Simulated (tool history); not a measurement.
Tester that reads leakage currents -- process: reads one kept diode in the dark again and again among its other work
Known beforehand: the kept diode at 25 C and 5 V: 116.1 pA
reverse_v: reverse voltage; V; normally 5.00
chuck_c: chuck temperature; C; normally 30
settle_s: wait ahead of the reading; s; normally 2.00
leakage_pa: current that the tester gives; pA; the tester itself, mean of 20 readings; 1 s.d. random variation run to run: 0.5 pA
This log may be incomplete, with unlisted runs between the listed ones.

run 1 hour=0.0 | reverse_v=5.00 chuck_c=30 settle_s=2.00 | leakage_pa=165.95
run 2 hour=18.3 | reverse_v=1.70 chuck_c=30 settle_s=2.00 | leakage_pa=109.42
run 3 hour=56.6 | reverse_v=1.70 chuck_c=30 settle_s=2.00 | leakage_pa=109.54
run 4 hour=91.1 | reverse_v=3.43 chuck_c=30 settle_s=2.00 | leakage_pa=143.46
run 5 hour=108.8 | reverse_v=3.43 chuck_c=30 settle_s=2.00 | leakage_pa=143.22
run 6 hour=139.2 | reverse_v=3.43 chuck_c=30 settle_s=2.00 | leakage_pa=143.66
run 7 hour=156.7 | reverse_v=5.00 chuck_c=48 settle_s=2.00 | leakage_pa=542.56
run 8 hour=173.8 | reverse_v=1.06 chuck_c=30 settle_s=2.00 | leakage_pa=90.72
run 9 hour=208.4 | reverse_v=1.06 chuck_c=30 settle_s=2.00 | leakage_pa=91.12
run 10 hour=243.0 | reverse_v=1.06 chuck_c=30 settle_s=2.00 | leakage_pa=91.15
run 11 hour=269.6 | reverse_v=5.00 chuck_c=30 settle_s=2.27 | leakage_pa=166.50
run 12 hour=286.2 | reverse_v=5.00 chuck_c=30 settle_s=2.00 | leakage_pa=166.27
run 13 hour=315.1 | reverse_v=5.00 chuck_c=30 settle_s=2.00 | leakage_pa=165.61
run 14 hour=343.0 | reverse_v=5.00 chuck_c=30 settle_s=2.00 | leakage_pa=166.64
run 15 hour=377.4 | reverse_v=5.00 chuck_c=30 settle_s=2.00 | leakage_pa=166.14
run 16 hour=395.2 | reverse_v=5.00 chuck_c=30 settle_s=2.00 | leakage_pa=165.61
run 17 hour=429.1 | reverse_v=5.00 chuck_c=30 settle_s=2.00 | leakage_pa=165.59
run 18 hour=446.8 | reverse_v=5.00 chuck_c=30 settle_s=2.00 | leakage_pa=167.43
-- hour=459.3 chuck's temperature calibrated
run 19 hour=470.8 | reverse_v=5.00 chuck_c=30 settle_s=2.00 | leakage_pa=166.27
run 20 hour=496.2 | reverse_v=5.00 chuck_c=30 settle_s=0.37 | leakage_pa=167.98

Run 21 has not been measured yet. What should we expect?
run 21 hour=529.8 | reverse_v=5.00 chuck_c=30 settle_s=0.37 | leakage_pa=?

leakage_pa: 168.76 pA
If the tool had no hidden condition, the same run with the same run-to-run variation would have returned leakage_pa 168.74 pA.

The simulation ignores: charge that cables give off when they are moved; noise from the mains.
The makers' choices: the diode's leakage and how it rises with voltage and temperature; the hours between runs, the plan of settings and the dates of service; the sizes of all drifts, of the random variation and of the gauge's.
